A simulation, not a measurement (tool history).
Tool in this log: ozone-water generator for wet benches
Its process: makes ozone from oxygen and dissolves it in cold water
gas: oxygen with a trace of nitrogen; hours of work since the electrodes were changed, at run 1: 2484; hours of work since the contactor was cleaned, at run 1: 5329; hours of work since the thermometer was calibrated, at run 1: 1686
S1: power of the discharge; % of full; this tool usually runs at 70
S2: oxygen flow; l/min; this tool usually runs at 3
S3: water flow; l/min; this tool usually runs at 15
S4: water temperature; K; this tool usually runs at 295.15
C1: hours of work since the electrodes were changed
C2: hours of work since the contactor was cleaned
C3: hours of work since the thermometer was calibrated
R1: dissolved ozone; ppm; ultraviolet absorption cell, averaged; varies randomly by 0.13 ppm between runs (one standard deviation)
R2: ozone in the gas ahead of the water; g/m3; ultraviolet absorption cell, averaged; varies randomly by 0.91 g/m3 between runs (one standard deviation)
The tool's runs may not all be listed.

run,hour,S1,S2,S3,S4,C1,C2,C3,R1,R2
1,0,70,3,15,295.15,2484,5329,1686,13.5,152.5
2,64.4,70,3,15,299.15,2530,5375,1731,12.5,152
3,156.1,70,3,15,295.15,2594,5439,1796,13.4,153.7
4,207.4,70,3,10,295.15,2630,5475,1832,18.7,153.7
5,290.2,41,3,10,295.15,2689,5534,1890,11.7,94.6
6,390,70,3,15,289.15,2759,5604,1961,14.4,152.2
7,487.4,70,3,15,289.15,2828,5673,2029,14.3,152.9
8,582.6,70,3,15,289.15,2895,5740,2096,14.5,152.2
9,635.4,70,3,15,289.15,2932,5777,2134,14.3,154.2
10,718.9,70,3.04,15,295.15,2991,5836,2193,13.4,152.1
11,771.8,70,3,15,295.15,3028,5873,2230,13.4,153.8
12,867.3,70,3,15,295.15,3096,5941,2297,13.6,151.7
13,930,70,3.48,15,295.15,3140,5985,2341,13.2,138.8
14,977.3,70,3.48,15,295.15,3173,6018,2375,13.5,138.3
15,1052.4,70,3,15,295.15,3226,6071,2428,13.3,150.7
16,1126.3,70,4.74,15,295.15,3278,6124,2480,12.9,116.8
17,1194.9,70,4.39,17,295.15,3327,6172,2528,11.5,122.6
18,1254.1,70,3,15,288.15,3369,6214,2570,14.6,153.8
19,1311.2,76,3,15,295.15,3409,6254,2610,14.4,163.4
20,1405.2,48,3,15,294.15,3475,6320,2677,9.7,109.5
21,1448.8,48,3,15,294.15,3506,6351,2707,9.7,109.4
22,1514.7,97,2.04,11,293.15,3552,6397,2754,24.3,256.4
23,1569.7,97,2.04,11,293.15,3591,6436,2793,24.5,255

Forecast run 24:
# hour 1615.3: water thermometer calibrated
24,1650.9,66,3.42,11,293.15,3648,6493,25,?,?

R1: 16.7 ppm
R2: 133.2 g/m3
Without the tool's hidden state the same run would have given R1 16.7 ppm, R2 133.3 g/m3.
